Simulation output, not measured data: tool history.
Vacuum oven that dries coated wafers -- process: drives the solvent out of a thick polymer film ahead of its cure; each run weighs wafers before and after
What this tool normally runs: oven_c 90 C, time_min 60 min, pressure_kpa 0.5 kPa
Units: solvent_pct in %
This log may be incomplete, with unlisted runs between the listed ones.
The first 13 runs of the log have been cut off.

run   hour  oven_c  time_min  pressure_kpa  solvent_pct
 14  213.2      90        69           0.5         1.84
 15  233.6      90        69           0.5         1.77
 16  245.9      90        69           0.5         1.77
 17  269.7      90        69           0.5         1.78
 18  293.7      90        69           0.5         1.79
 19  304.5      90        69           0.5         1.82
 20  321.8      90        69           0.5          1.8
 21  336.1      90        69           0.5         1.88
 22  356.8      90        60           0.5         2.09
 23  370.6     100        44         0.256          0.9
 24  394.4      85        62         0.336         2.67
     397.2  -- vacuum gauge cleaned of residue and calibrated
 25  413.1      85        62         0.336         2.72
     436.3  -- vacuum gauge cleaned of residue and calibrated, once more
 26  436.3      79        60         0.299         3.93

What does the tool deliver on the next run?
 27  456.2      79        60         1.261            ?

{"run 27": {"solvent_pct": 6.27}}
Minus the tool's unlogged condition, the same run would have read solvent_pct 6.83 %.

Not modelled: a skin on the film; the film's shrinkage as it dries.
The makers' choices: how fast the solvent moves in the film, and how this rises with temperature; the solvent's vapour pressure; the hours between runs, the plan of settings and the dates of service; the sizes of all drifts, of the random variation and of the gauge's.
